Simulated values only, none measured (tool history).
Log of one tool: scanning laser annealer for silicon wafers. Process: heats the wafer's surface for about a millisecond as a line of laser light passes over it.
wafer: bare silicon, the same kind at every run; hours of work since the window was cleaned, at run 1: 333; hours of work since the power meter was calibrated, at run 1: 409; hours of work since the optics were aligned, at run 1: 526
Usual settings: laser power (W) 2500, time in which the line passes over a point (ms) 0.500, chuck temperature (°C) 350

run   hour  laser power (W)  time in which the line passes over a point (ms)  chuck temperature (°C)  hours of work since the window was cleaned  hours of work since the power meter was calibrated  hours of work since the optics were aligned  highest temperature of the surface (°C)
  1    0.0             2500                                            0.500                     350                                         333                                                 409                                          526                                     1071
  2   21.4             2654                                            0.500                     350                                         346                                                 423                                          539                                     1116
  3   33.2             2654                                            0.500                     374                                         354                                                 430                                          547                                     1139
  4   54.6             2654                                            0.500                     374                                         367                                                 443                                          560                                     1138
  5   70.7             2654                                            0.500                     374                                         377                                                 453                                          570                                     1135
  6   93.4             2654                                            0.500                     374                                         391                                                 467                                          584                                     1136
  7  115.2             2654                                            0.500                     374                                         404                                                 481                                          597                                     1135
     120.3  -- laser's power meter calibrated
  8  134.8             2739                                            0.500                     350                                         414                                                   9                                          607                                     1131
  9  151.9             2739                                            0.500                     350                                         425                                                  20                                          618                                     1132
 10  173.2             2500                                            0.377                     372                                         438                                                  33                                          631                                     1001
 11  195.5             2500                                            0.500                     352                                         452                                                  46                                          645                                     1060
 12  220.6             2500                                            0.500                     352                                         467                                                  62                                          660                                     1059
 13  238.4             2500                                            0.500                     344                                         478                                                  73                                          671                                     1048
     257.1  -- laser's power meter calibrated, once more
 14  257.1             2500                                            0.378                     350                                         488                                                   0                                          681                                      977
 15  271.6             2214                                            0.500                     377                                         497                                                   9                                          690                                      997
 16  283.6             2569                                            0.480                     324                                         504                                                  16                                          697                                     1037
 17  309.9             2539                                            0.500                     350                                         521                                                  33                                          714                                     1062
 18  327.4             2539                                            0.500                     350                                         532                                                  43                                          724                                     1064

Forecast each of these 5 alternatives for the next run:
  A  347.7             2707                                            0.414                     333                                         544                                                  56                                          737                                        ?
  B  347.7             2231                                            0.537                     373                                         544                                                  56                                          737                                        ?
  C  347.7             2604                                            0.571                     385                                         544                                                  56                                          737                                        ?
  D  347.7             2554                                            0.408                     362                                         544                                                  56                                          737                                        ?
  E  347.7             2563                                            0.478                     337                                         544                                                  56                                          737                                        ?

run  highest temperature of the surface (°C)
  A                                     1034
  B                                     1014
  C                                     1159
  D                                     1018
  E                                     1043
Without the tool's hidden state the same runs would have given:
run  highest temperature of the surface (°C)
  A                                     1084
  B                                     1059
  C                                     1214
  D                                     1065
  E                                     1094
